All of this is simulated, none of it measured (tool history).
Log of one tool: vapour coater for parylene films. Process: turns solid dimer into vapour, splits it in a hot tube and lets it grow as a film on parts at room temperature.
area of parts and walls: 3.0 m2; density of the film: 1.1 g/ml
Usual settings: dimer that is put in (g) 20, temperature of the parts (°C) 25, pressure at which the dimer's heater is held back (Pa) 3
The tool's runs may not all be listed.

run,hour,dimer that is put in (g),temperature of the parts (°C),pressure at which the dimer's heater is held back (Pa),thickness of the film (um)
1,0,20,25,3,3.84
2,36,20,25,3,3.88
3,109.5,20,25,3,3.84
4,187.3,20,25,3,3.83
5,267.3,20,25,3,3.87
6,342.8,20,25,3,3.82
7,423.7,20,25,3,3.86
8,495.5,20,25,3,3.83
9,558.7,20,25,3,3.85
10,634.5,20,25,3,3.85
11,710.7,20,25,3,3.82
12,764,20,25,3,3.86
13,836.3,20,25,3,3.85
14,904.9,20,25,3,3.83
15,984.6,20,25,3,3.85
16,1025.5,20,25,3,3.87
17,1063.3,20,25,3,3.86
18,1105.6,20,25,3,3.88
19,1143.6,20,25,3,3.81
20,1191.3,20,25,3,3.86
21,1261.1,20,25,3,3.82
22,1312.1,20,25,3,3.8
23,1357.4,20,25,3,3.81
24,1393.7,20,25,3,3.81
25,1456.2,20,25,3,3.87
26,1494.5,23,25,8.27,3.82
27,1566.2,20,17,3,4.95
28,1610,25,31,4.62,3.73
29,1686.3,10,31,10.93,1.31
30,1765.2,19,20,2.29,4.46
31,1803.9,19,20,2.29,4.45
32,1860,10,30,3.15,1.62
33,1915.6,10,30,3.15,1.61
34,1984.9,10,30,3.15,1.63
35,2033.4,18,17,2.11,4.69
36,2117.1,18,17,2.11,4.66
37,2168,18,17,2.11,4.66
38,2240.1,18,17,2.11,4.69
39,2298.2,8,25,2.32,1.57
40,2365.9,20,19,3,4.68
41,2417.1,13,25,6.24,2.27
42,2471.1,9,23,7.47,1.65
43,2522.4,9,23,7.47,1.63
44,2587.4,18,30,3,2.97
45,2643.3,12,25,11.8,1.91
46,2701.4,28,24,3,5.59

Taken out of this log: 7 entries between the listed runs. Where each belongs, and how the hidden state differs across it:
Between runs 2 and 3: trap's valve overhauled (hour 95.6)
  vapour lost through the trap's worn valve, %: 0.2 -> 0
Between runs 8 and 9: trap's valve overhauled (hour 550.2)
  vapour lost through the trap's worn valve, %: 0.2 -> 0
Between runs 15 and 16: trap's valve overhauled (hour 1003.5)
  vapour lost through the trap's worn valve, %: 0.2 -> 0
Between runs 24 and 25: trap's valve overhauled (hour 1454.9)
  vapour lost through the trap's worn valve, %: 0.2 -> 0
Between runs 32 and 33: trap's valve overhauled (hour 1914)
  vapour lost through the trap's worn valve, %: 0.2 -> 0
Between runs 39 and 40: trap's valve overhauled (hour 2365.9)
  vapour lost through the trap's worn valve, %: 0.2 -> 0; true temperature of the parts over the reading, C: 0.02 -> 0.03
Between runs 41 and 42: table's thermometer calibrated (hour 2451.5)
  vapour lost through the trap's worn valve, %: 0 -> 0.1; true temperature of the parts over the reading, C: 0.03 -> 0
